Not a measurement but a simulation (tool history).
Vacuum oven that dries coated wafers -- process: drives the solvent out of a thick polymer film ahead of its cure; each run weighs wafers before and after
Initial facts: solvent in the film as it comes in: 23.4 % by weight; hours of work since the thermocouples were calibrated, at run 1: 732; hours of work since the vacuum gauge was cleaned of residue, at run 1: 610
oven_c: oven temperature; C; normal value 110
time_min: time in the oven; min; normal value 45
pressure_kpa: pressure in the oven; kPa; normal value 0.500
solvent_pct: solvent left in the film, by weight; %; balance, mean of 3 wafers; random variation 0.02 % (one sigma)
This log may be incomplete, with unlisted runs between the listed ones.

run,hour,oven_c,time_min,pressure_kpa,hours of work since the thermocouples were calibrated,hours of work since the vacuum gauge was cleaned of residue,solvent_pct
1,0.0,110,45,0.500,732,610,1.33
2,45.2,110,45,0.500,751,629,1.37
3,88.8,110,45,0.500,769,647,1.34
4,141.1,110,45,0.500,791,669,1.40
5,169.0,110,45,0.500,802,680,1.37
6,211.1,110,45,0.500,819,698,1.37
7,238.0,110,45,0.500,831,709,1.36
8,285.7,110,33,0.500,850,728,2.67
9,310.2,110,33,0.500,860,739,2.69
10,363.1,110,33,0.500,882,760,2.64
11,396.3,110,33,0.500,896,774,2.68
12,443.7,110,33,0.500,916,794,2.67
13,488.6,110,33,0.500,934,812,2.66
14,510.8,110,33,0.500,943,821,2.68
15,556.1,110,71,0.500,962,840,0.47
16,604.5,103,45,0.500,982,860,2.47
# hour 608.9: vacuum gauge cleaned of residue and calibrated
17,646.1,103,45,0.500,998,15,2.47
18,676.0,103,45,0.500,1011,28,2.46
19,713.3,119,45,0.500,1026,43,0.65
20,766.5,110,65,0.500,1048,65,0.63
21,795.0,109,50,0.500,1060,77,1.23
# hour 816.7: vacuum gauge cleaned of residue and calibrated, once more
22,841.1,110,79,0.500,1078,10,0.33
23,866.4,106,24,1.458,1089,21,5.76
24,912.9,100,45,1.802,1108,40,3.55
25,955.6,100,45,1.802,1126,57,3.59
26,979.4,108,55,1.802,1136,67,1.51
27,1016.7,123,71,0.475,1151,83,0.14
28,1043.4,106,45,1.688,1162,94,2.41
29,1077.5,116,45,1.463,1176,108,1.07
30,1108.9,100,46,1.891,1189,121,3.53
31,1142.1,100,46,1.891,1203,134,3.56
32,1194.2,107,36,0.500,1224,156,2.75
33,1218.1,114,73,0.500,1234,166,0.29
34,1251.4,102,69,0.500,1248,180,1.05

5 ways to go on from here, each from the tool as it stands after run 34. What would each give?
A,1287.9,106,64,0.500,1263,195,?
B,1287.9,99,38,0.454,1263,195,?
C,1287.9,121,25,0.706,1263,195,?
D,1287.9,102,23,0.500,1263,195,?
E,1287.9,112,29,0.446,1263,195,?

run,solvent_pct
A,0.84
B,4.14
C,2.28
D,6.74
E,3.00
With the hidden condition removed and each run's random variation left untouched, the same runs would have given:
run,solvent_pct
A,0.73
B,3.86
C,2.09
D,6.42
E,2.77

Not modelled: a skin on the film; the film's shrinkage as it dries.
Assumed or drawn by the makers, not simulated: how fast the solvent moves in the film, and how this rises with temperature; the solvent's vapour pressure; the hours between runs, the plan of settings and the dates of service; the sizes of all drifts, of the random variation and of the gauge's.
